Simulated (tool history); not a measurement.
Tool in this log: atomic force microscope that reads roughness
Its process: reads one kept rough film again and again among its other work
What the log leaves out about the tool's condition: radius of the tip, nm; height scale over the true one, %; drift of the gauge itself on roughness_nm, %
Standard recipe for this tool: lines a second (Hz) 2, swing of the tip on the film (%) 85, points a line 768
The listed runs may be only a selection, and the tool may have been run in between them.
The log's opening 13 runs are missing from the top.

run    hour  lines a second (Hz)  swing of the tip on the film (%)  points a line  pictures with this tip  hours of work since the height scale was calibrated  roughness of the kept film (nm (root mean square))
        745  -- new tip fitted
 14     745                    2                                85            344                       0                                                 1410                                               2.261
 15   804.5                    2                                85            344                      76                                                 1455                                               1.982
      822.7  -- new tip fitted
 16   872.2                    2                                85            344                      63                                                 1505                                               2.024
      897.6  -- new tip fitted
 17   938.2                    2                                85            344                      51                                                 1554                                               2.048
      971.5  -- new tip fitted
 18  1019.5                    2                                71            506                      61                                                 1615                                               2.267
     1043.2  -- new tip fitted
 19    1078                 1.24                                61            443                      44                                                 1658                                               2.486
     1118.3  -- new tip fitted
 20  1157.5                 1.46                                85            521                      50                                                 1718                                               2.177
     1164.8  -- height scale calibrated on a step standard
     1193.2  -- new tip fitted
 21  1198.5                 1.48                                68            483                       7                                                   25                                               2.612
     1267.5  -- new tip fitted
 22  1279.2                 1.48                                68            483                      15                                                   85                                               2.591
 23  1330.1                 1.77                                57            768                      79                                                  123                                               2.358
     1342.5  -- new tip fitted
 24  1394.3                 0.66                                68            584                      65                                                  171                                               2.494
     1418.6  -- new tip fitted
 25  1444.5                 0.57                                79            424                      33                                                  208                                               2.555
 26  1479.7                  2.3                                60            462                      78                                                  235                                               2.335
     1496.4  -- new tip fitted
 27  1516.3                 0.95                                72            348                      25                                                  262                                               2.582
 28  1556.4                 0.95                                72            348                      76                                                  292                                               2.363
     1571.3  -- new tip fitted
     1579.2  -- height scale calibrated on a step standard, once more
 29  1615.9                 0.75                                65            347                      55                                                   28                                               2.381
     1644.1  -- new tip fitted
 30  1664.8                    2                                85            560                      27                                                   64                                               2.122
     1715.3  -- new tip fitted
 31  1724.4                    2                                85            560                      12                                                  108                                               2.166
     1791.1  -- new tip fitted
 32  1803.6                    2                                85            767                      16                                                  167                                               2.182
     1866.1  -- new tip fitted
 33  1879.9                    2                                85            767                      17                                                  224                                               2.178

Below are 5 alternative next runs, each starting from the tool's condition after run 33. Predict each:
  A  1926.4                 1.63                                67            301                      77                                                  259                                                   ?
  B  1926.4                 0.55                                85            623                      77                                                  259                                                   ?
  C  1926.4                 1.05                                76            270                      77                                                  259                                                   ?
  D  1926.4                 1.98                                58            604                      77                                                  259                                                   ?
  E  1926.4                 3.55                                85            482                      77                                                  259                                                   ?

run  roughness of the kept film (nm (root mean square))
  A                                               2.199
  B                                               2.235
  C                                               2.192
  D                                               2.268
  E                                               1.726
Take away the tool's hidden state, keep each run's random variation, and the runs would have read:
run  roughness of the kept film (nm (root mean square))
  A                                               2.533
  B                                               2.575
  C                                               2.523
  D                                               2.612
  E                                               1.987

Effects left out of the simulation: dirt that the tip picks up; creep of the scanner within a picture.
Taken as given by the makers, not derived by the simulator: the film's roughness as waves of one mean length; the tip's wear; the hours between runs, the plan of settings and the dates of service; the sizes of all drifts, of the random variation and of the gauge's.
